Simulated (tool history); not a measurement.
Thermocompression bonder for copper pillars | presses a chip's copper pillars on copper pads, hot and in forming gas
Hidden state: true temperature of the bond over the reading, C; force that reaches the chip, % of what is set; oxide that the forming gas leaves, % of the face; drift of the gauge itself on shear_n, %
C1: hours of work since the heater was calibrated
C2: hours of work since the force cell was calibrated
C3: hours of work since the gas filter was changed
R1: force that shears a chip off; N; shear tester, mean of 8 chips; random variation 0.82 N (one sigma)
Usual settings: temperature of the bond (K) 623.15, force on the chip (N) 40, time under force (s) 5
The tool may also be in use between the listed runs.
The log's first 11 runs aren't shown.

{"run": 12, "hour": 278.7, "temperature of the bond (K)": 623.15, "force on the chip (N)": 40, "time under force (s)": 5, "C1": 593, "C2": 140, "C3": 425, "R1": 60.5}
{"run": 13, "hour": 296.4, "temperature of the bond (K)": 623.15, "force on the chip (N)": 40, "time under force (s)": 5, "C1": 602, "C2": 149, "C3": 434, "R1": 58.8}
{"run": 14, "hour": 330.6, "temperature of the bond (K)": 623.15, "force on the chip (N)": 40, "time under force (s)": 5, "C1": 619, "C2": 166, "C3": 451, "R1": 58.1}
{"run": 15, "hour": 359.0, "temperature of the bond (K)": 623.15, "force on the chip (N)": 40, "time under force (s)": 5, "C1": 634, "C2": 180, "C3": 466, "R1": 58.9}
{"hour": 373.9, "done": "forming gas filter changed"}
{"run": 16, "hour": 393.9, "temperature of the bond (K)": 623.15, "force on the chip (N)": 40, "time under force (s)": 5, "C1": 651, "C2": 198, "C3": 10, "R1": 66.4}
{"run": 17, "hour": 411.4, "temperature of the bond (K)": 623.15, "force on the chip (N)": 40, "time under force (s)": 4, "C1": 660, "C2": 207, "C3": 19, "R1": 63.6}
{"run": 18, "hour": 441.8, "temperature of the bond (K)": 623.15, "force on the chip (N)": 40, "time under force (s)": 4, "C1": 675, "C2": 222, "C3": 34, "R1": 61.9}
{"run": 19, "hour": 464.8, "temperature of the bond (K)": 623.15, "force on the chip (N)": 40, "time under force (s)": 4, "C1": 687, "C2": 233, "C3": 46, "R1": 62.2}
{"run": 20, "hour": 486.9, "temperature of the bond (K)": 639.15, "force on the chip (N)": 40, "time under force (s)": 5, "C1": 698, "C2": 245, "C3": 57, "R1": 73.3}
{"run": 21, "hour": 508.3, "temperature of the bond (K)": 639.15, "force on the chip (N)": 40, "time under force (s)": 5, "C1": 709, "C2": 255, "C3": 68, "R1": 72}
{"run": 22, "hour": 542.6, "temperature of the bond (K)": 623.15, "force on the chip (N)": 29, "time under force (s)": 5, "C1": 726, "C2": 273, "C3": 85, "R1": 49.1}
{"run": 23, "hour": 562.9, "temperature of the bond (K)": 623.15, "force on the chip (N)": 45, "time under force (s)": 9, "C1": 736, "C2": 283, "C3": 95, "R1": 81.3}
{"run": 24, "hour": 588.6, "temperature of the bond (K)": 606.15, "force on the chip (N)": 58, "time under force (s)": 10, "C1": 749, "C2": 296, "C3": 108, "R1": 83.9}
{"run": 25, "hour": 622.2, "temperature of the bond (K)": 606.15, "force on the chip (N)": 58, "time under force (s)": 10, "C1": 766, "C2": 313, "C3": 125, "R1": 85.8}
{"run": 26, "hour": 639.4, "temperature of the bond (K)": 651.15, "force on the chip (N)": 56, "time under force (s)": 6, "C1": 774, "C2": 321, "C3": 133, "R1": 89.7}
{"run": 27, "hour": 667.5, "temperature of the bond (K)": 619.15, "force on the chip (N)": 42, "time under force (s)": 5, "C1": 789, "C2": 335, "C3": 148, "R1": 63.7}
{"run": 28, "hour": 692.7, "temperature of the bond (K)": 630.15, "force on the chip (N)": 56, "time under force (s)": 3, "C1": 801, "C2": 348, "C3": 160, "R1": 73.8}
{"run": 29, "hour": 710.3, "temperature of the bond (K)": 599.15, "force on the chip (N)": 56, "time under force (s)": 3, "C1": 810, "C2": 357, "C3": 169, "R1": 60.7}

Run 30 comes next. What will it give?
{"run": 30, "hour": 734.7, "temperature of the bond (K)": 599.15, "force on the chip (N)": 26, "time under force (s)": 3, "C1": 822, "C2": 369, "C3": 181, "R1": "?"}

{"run 30": {"R1": 28.4}}
Without the tool's hidden state the same run would have given R1 29 N.
